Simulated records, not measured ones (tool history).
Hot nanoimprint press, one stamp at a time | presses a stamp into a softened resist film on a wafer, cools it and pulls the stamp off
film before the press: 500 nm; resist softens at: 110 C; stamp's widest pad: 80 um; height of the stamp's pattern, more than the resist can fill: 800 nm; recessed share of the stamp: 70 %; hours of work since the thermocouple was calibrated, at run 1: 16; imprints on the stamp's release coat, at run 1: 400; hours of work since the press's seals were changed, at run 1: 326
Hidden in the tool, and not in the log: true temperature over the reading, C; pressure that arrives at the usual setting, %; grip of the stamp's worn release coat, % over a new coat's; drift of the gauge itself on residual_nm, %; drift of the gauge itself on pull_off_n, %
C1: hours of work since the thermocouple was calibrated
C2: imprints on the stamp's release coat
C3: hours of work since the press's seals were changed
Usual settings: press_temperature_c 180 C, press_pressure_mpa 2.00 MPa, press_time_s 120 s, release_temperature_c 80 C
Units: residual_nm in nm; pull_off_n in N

run 1 hour=0.0 | press_temperature_c=180 press_pressure_mpa=2.00 press_time_s=120 release_temperature_c=80 | C1=16 C2=400 C3=326 | residual_nm=206.4 pull_off_n=151
run 2 hour=19.0 | press_temperature_c=180 press_pressure_mpa=1.25 press_time_s=120 release_temperature_c=80 | C1=24 C2=445 C3=334 | residual_nm=256.2 pull_off_n=157
run 3 hour=30.0 | press_temperature_c=180 press_pressure_mpa=1.25 press_time_s=120 release_temperature_c=80 | C1=29 C2=470 C3=338 | residual_nm=256.4 pull_off_n=158
run 4 hour=42.7 | press_temperature_c=180 press_pressure_mpa=1.25 press_time_s=120 release_temperature_c=80 | C1=35 C2=500 C3=344 | residual_nm=256.2 pull_off_n=151
run 5 hour=55.2 | press_temperature_c=180 press_pressure_mpa=1.25 press_time_s=120 release_temperature_c=80 | C1=40 C2=529 C3=349 | residual_nm=256.0 pull_off_n=158
run 6 hour=77.2 | press_temperature_c=180 press_pressure_mpa=2.00 press_time_s=120 release_temperature_c=73 | C1=49 C2=580 C3=359 | residual_nm=205.6 pull_off_n=190
run 7 hour=96.1 | press_temperature_c=180 press_pressure_mpa=2.00 press_time_s=120 release_temperature_c=73 | C1=58 C2=624 C3=367 | residual_nm=206.2 pull_off_n=196
run 8 hour=108.7 | press_temperature_c=180 press_pressure_mpa=2.00 press_time_s=120 release_temperature_c=80 | C1=63 C2=653 C3=372 | residual_nm=205.3 pull_off_n=165
run 9 hour=125.2 | press_temperature_c=180 press_pressure_mpa=2.00 press_time_s=120 release_temperature_c=80 | C1=70 C2=692 C3=380 | residual_nm=205.1 pull_off_n=157
run 10 hour=145.9 | press_temperature_c=180 press_pressure_mpa=2.00 press_time_s=120 release_temperature_c=80 | C1=79 C2=740 C3=389 | residual_nm=205.7 pull_off_n=163
run 11 hour=163.7 | press_temperature_c=180 press_pressure_mpa=2.00 press_time_s=120 release_temperature_c=80 | C1=87 C2=781 C3=396 | residual_nm=206.0 pull_off_n=164
run 12 hour=174.3 | press_temperature_c=180 press_pressure_mpa=2.26 press_time_s=120 release_temperature_c=80 | C1=91 C2=806 C3=401 | residual_nm=193.7 pull_off_n=162
run 13 hour=193.3 | press_temperature_c=180 press_pressure_mpa=2.26 press_time_s=120 release_temperature_c=80 | C1=100 C2=850 C3=409 | residual_nm=193.5 pull_off_n=162
-- hour=197.4 plate thermocouple calibrated
run 14 hour=217.0 | press_temperature_c=180 press_pressure_mpa=2.00 press_time_s=221 release_temperature_c=80 | C1=8 C2=898 C3=418 | residual_nm=162.1 pull_off_n=170
run 15 hour=226.8 | press_temperature_c=180 press_pressure_mpa=1.31 press_time_s=221 release_temperature_c=80 | C1=13 C2=921 C3=422 | residual_nm=200.9 pull_off_n=168
run 16 hour=245.6 | press_temperature_c=177 press_pressure_mpa=2.55 press_time_s=173 release_temperature_c=81 | C1=21 C2=965 C3=430 | residual_nm=174.4 pull_off_n=170
run 17 hour=262.0 | press_temperature_c=180 press_pressure_mpa=2.45 press_time_s=126 release_temperature_c=81 | C1=28 C2=1003 C3=437 | residual_nm=182.2 pull_off_n=164
run 18 hour=280.0 | press_temperature_c=187 press_pressure_mpa=2.00 press_time_s=120 release_temperature_c=83 | C1=36 C2=1045 C3=445 | residual_nm=165.4 pull_off_n=156
run 19 hour=296.7 | press_temperature_c=187 press_pressure_mpa=2.00 press_time_s=120 release_temperature_c=83 | C1=43 C2=1084 C3=452 | residual_nm=165.5 pull_off_n=157
-- hour=313.0 plate thermocouple calibrated, once more
run 20 hour=319.2 | press_temperature_c=187 press_pressure_mpa=2.00 press_time_s=120 release_temperature_c=83 | C1=3 C2=1129 C3=461 | residual_nm=167.3 pull_off_n=162
run 21 hour=331.6 | press_temperature_c=187 press_pressure_mpa=2.00 press_time_s=120 release_temperature_c=83 | C1=8 C2=1158 C3=466 | residual_nm=166.9 pull_off_n=162
run 22 hour=348.4 | press_temperature_c=180 press_pressure_mpa=1.53 press_time_s=120 release_temperature_c=80 | C1=15 C2=1197 C3=473 | residual_nm=234.8 pull_off_n=179
run 23 hour=363.9 | press_temperature_c=188 press_pressure_mpa=1.32 press_time_s=120 release_temperature_c=69 | C1=22 C2=1233 C3=480 | residual_nm=199.6 pull_off_n=235
run 24 hour=380.5 | press_temperature_c=180 press_pressure_mpa=1.24 press_time_s=118 release_temperature_c=80 | C1=29 C2=1272 C3=487 | residual_nm=259.6 pull_off_n=184
run 25 hour=395.8 | press_temperature_c=180 press_pressure_mpa=1.24 press_time_s=118 release_temperature_c=66 | C1=36 C2=1307 C3=494 | residual_nm=258.5 pull_off_n=253

4 ways to go on from here, each from the tool as it stands after run 25. What would each give?
run A hour=417.4 | press_temperature_c=180 press_pressure_mpa=1.24 press_time_s=74 release_temperature_c=78 | C1=45 C2=1357 C3=503 | residual_nm=? pull_off_n=?
run B hour=417.4 | press_temperature_c=180 press_pressure_mpa=1.24 press_time_s=118 release_temperature_c=66 | C1=45 C2=1357 C3=503 | residual_nm=? pull_off_n=?
run C hour=417.4 | press_temperature_c=182 press_pressure_mpa=2.00 press_time_s=112 release_temperature_c=80 | C1=45 C2=1357 C3=503 | residual_nm=? pull_off_n=?
run D hour=417.4 | press_temperature_c=180 press_pressure_mpa=1.24 press_time_s=118 release_temperature_c=73 | C1=45 C2=1357 C3=503 | residual_nm=? pull_off_n=?

run=A residual_nm=301.1 pull_off_n=193
run=B residual_nm=259.9 pull_off_n=253
run=C residual_nm=199.2 pull_off_n=182
run=D residual_nm=259.1 pull_off_n=227
Without the tool's hidden state the same runs would have given:
run=A residual_nm=297.3 pull_off_n=147
run=B residual_nm=256.1 pull_off_n=193
run=C residual_nm=194.9 pull_off_n=139
run=D residual_nm=255.3 pull_off_n=172
